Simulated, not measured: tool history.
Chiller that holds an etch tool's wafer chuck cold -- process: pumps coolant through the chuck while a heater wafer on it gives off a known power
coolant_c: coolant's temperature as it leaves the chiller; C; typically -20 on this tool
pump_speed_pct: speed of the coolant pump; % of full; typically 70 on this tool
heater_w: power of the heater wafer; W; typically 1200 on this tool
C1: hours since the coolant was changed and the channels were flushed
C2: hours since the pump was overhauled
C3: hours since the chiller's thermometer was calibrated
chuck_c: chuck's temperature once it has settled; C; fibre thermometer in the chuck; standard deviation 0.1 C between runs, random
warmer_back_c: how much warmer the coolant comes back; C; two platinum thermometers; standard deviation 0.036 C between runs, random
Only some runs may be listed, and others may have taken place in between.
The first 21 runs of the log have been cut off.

{"run": 22, "hour": 1086.5, "coolant_c": -17, "pump_speed_pct": 95, "heater_w": 835, "C1": 5338, "C2": 1803, "C3": 1641, "chuck_c": -11.3, "warmer_back_c": 3.22}
{"hour": 1095.0, "done": "coolant pump overhauled"}
{"run": 23, "hour": 1126.0, "coolant_c": -23, "pump_speed_pct": 82, "heater_w": 1200, "C1": 5373, "C2": 31, "C3": 1676, "chuck_c": -13.5, "warmer_back_c": 5.49}
{"run": 24, "hour": 1171.8, "coolant_c": -20, "pump_speed_pct": 70, "heater_w": 617, "C1": 5418, "C2": 77, "C3": 1721, "chuck_c": -14.4, "warmer_back_c": 3.41}
{"run": 25, "hour": 1213.9, "coolant_c": -20, "pump_speed_pct": 70, "heater_w": 617, "C1": 5460, "C2": 119, "C3": 1763, "chuck_c": -14.5, "warmer_back_c": 3.35}
{"run": 26, "hour": 1248.2, "coolant_c": -29, "pump_speed_pct": 66, "heater_w": 676, "C1": 5495, "C2": 153, "C3": 1798, "chuck_c": -22.3, "warmer_back_c": 3.95}
{"hour": 1265.9, "done": "coolant pump overhauled, once more"}
{"run": 27, "hour": 1316.3, "coolant_c": -22, "pump_speed_pct": 70, "heater_w": 1487, "C1": 5558, "C2": 50, "C3": 1861, "chuck_c": -8.6, "warmer_back_c": 7.95}
{"run": 28, "hour": 1369.6, "coolant_c": -20, "pump_speed_pct": 64, "heater_w": 678, "C1": 5611, "C2": 104, "C3": 1914, "chuck_c": -13.4, "warmer_back_c": 4.03}
{"run": 29, "hour": 1415.8, "coolant_c": -20, "pump_speed_pct": 64, "heater_w": 678, "C1": 5657, "C2": 150, "C3": 1960, "chuck_c": -13.2, "warmer_back_c": 4.01}
{"run": 30, "hour": 1475.5, "coolant_c": -20, "pump_speed_pct": 64, "heater_w": 678, "C1": 5717, "C2": 210, "C3": 2020, "chuck_c": -13.2, "warmer_back_c": 4.09}
{"run": 31, "hour": 1508.1, "coolant_c": -20, "pump_speed_pct": 64, "heater_w": 678, "C1": 5750, "C2": 242, "C3": 2053, "chuck_c": -13.3, "warmer_back_c": 4.04}
{"run": 32, "hour": 1572.5, "coolant_c": -25, "pump_speed_pct": 70, "heater_w": 1200, "C1": 5814, "C2": 307, "C3": 2117, "chuck_c": -14.4, "warmer_back_c": 6.41}

Alternative continuations, all from the tool just after run 32; predict every row:
{"run": "A", "hour": 1620.7, "coolant_c": -22, "pump_speed_pct": 62, "heater_w": 1109, "C1": 5862, "C2": 355, "C3": 2165, "chuck_c": "?", "warmer_back_c": "?"}
{"run": "B", "hour": 1620.7, "coolant_c": -22, "pump_speed_pct": 88, "heater_w": 1200, "C1": 5862, "C2": 355, "C3": 2165, "chuck_c": "?", "warmer_back_c": "?"}
{"run": "C", "hour": 1620.7, "coolant_c": -20, "pump_speed_pct": 61, "heater_w": 1200, "C1": 5862, "C2": 355, "C3": 2165, "chuck_c": "?", "warmer_back_c": "?"}

run=A chuck_c=-10.8 warmer_back_c=6.81
run=B chuck_c=-13.3 warmer_back_c=4.96
run=C chuck_c=-7.7 warmer_back_c=7.49
Without the tool's unlogged condition, the same runs would have read:
run=A chuck_c=-11.7 warmer_back_c=6.83
run=B chuck_c=-14.0 warmer_back_c=4.98
run=C chuck_c=-8.7 warmer_back_c=7.51

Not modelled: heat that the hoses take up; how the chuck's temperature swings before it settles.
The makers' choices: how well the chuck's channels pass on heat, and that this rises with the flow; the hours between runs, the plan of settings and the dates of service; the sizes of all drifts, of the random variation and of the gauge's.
